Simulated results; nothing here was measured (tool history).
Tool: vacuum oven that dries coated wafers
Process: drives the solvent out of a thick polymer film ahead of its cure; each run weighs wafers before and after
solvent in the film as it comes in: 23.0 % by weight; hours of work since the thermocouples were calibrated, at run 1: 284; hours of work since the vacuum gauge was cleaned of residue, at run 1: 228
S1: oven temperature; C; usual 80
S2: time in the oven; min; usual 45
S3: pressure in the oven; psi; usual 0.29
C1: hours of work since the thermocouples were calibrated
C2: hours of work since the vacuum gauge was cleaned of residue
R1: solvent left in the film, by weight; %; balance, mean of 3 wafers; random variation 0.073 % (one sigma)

| run | hour | S1 | S2 | S3 | C1 | C2 | R1 |
|---|---|---|---|---|---|---|---|
| 1 | 0 | 80 | 45 | 0.29 | 284 | 228 | 5.28 |
| 2 | 18.8 | 80 | 45 | 0.29 | 293 | 238 | 5.26 |
| 3 | 27.3 | 80 | 61 | 0.29 | 297 | 242 | 4.03 |
| 4 | 38.3 | 80 | 61 | 0.29 | 303 | 247 | 3.91 |
| 5 | 56.9 | 80 | 61 | 0.29 | 312 | 257 | 3.92 |
| 6 | 75.9 | 80 | 45 | 0.29 | 322 | 266 | 5.43 |
| 7 | 88.3 | 80 | 45 | 0.29 | 328 | 272 | 5.28 |
| 8 | 105.4 | 80 | 45 | 0.29 | 336 | 281 | 5.31 |
| 9 | 122.4 | 80 | 45 | 0.29 | 345 | 290 | 5.29 |
| 10 | 139.4 | 70 | 22 | 0.294 | 353 | 298 | 13.37 |
| 11 | 158.2 | 70 | 38 | 0.294 | 363 | 308 | 10.53 |
| 12 | 174.9 | 70 | 38 | 0.294 | 371 | 316 | 10.37 |
| 13 | 191.2 | 84 | 22 | 1.089 | 379 | 324 | 12.29 |
| 14 | 209.5 | 92 | 29 | 0.345 | 389 | 333 | 3.87 |
| 15 | 217.4 | 84 | 76 | 0.29 | 393 | 337 | 2.58 |
| 16 | 235.1 | 94 | 30 | 0.302 | 401 | 346 | 3.08 |
| 17 | 253 | 94 | 30 | 0.302 | 410 | 355 | 3.05 |

3 ways to go on from here, each from the tool as it stands after run 17. What would each give?
| A | 264.7 | 84 | 22 | 0.516 | 416 | 361 | ? |
| B | 264.7 | 73 | 72 | 0.302 | 416 | 361 | ? |
| C | 264.7 | 88 | 23 | 0.302 | 416 | 361 | ? |

| run | R1 |
|---|---|
| A | 9 |
| B | 5.74 |
| C | 6.06 |
Without the tool's hidden state the same runs would have given:
| run | R1 |
|---|---|
| A | 8.99 |
| B | 5.74 |
| C | 6.05 |

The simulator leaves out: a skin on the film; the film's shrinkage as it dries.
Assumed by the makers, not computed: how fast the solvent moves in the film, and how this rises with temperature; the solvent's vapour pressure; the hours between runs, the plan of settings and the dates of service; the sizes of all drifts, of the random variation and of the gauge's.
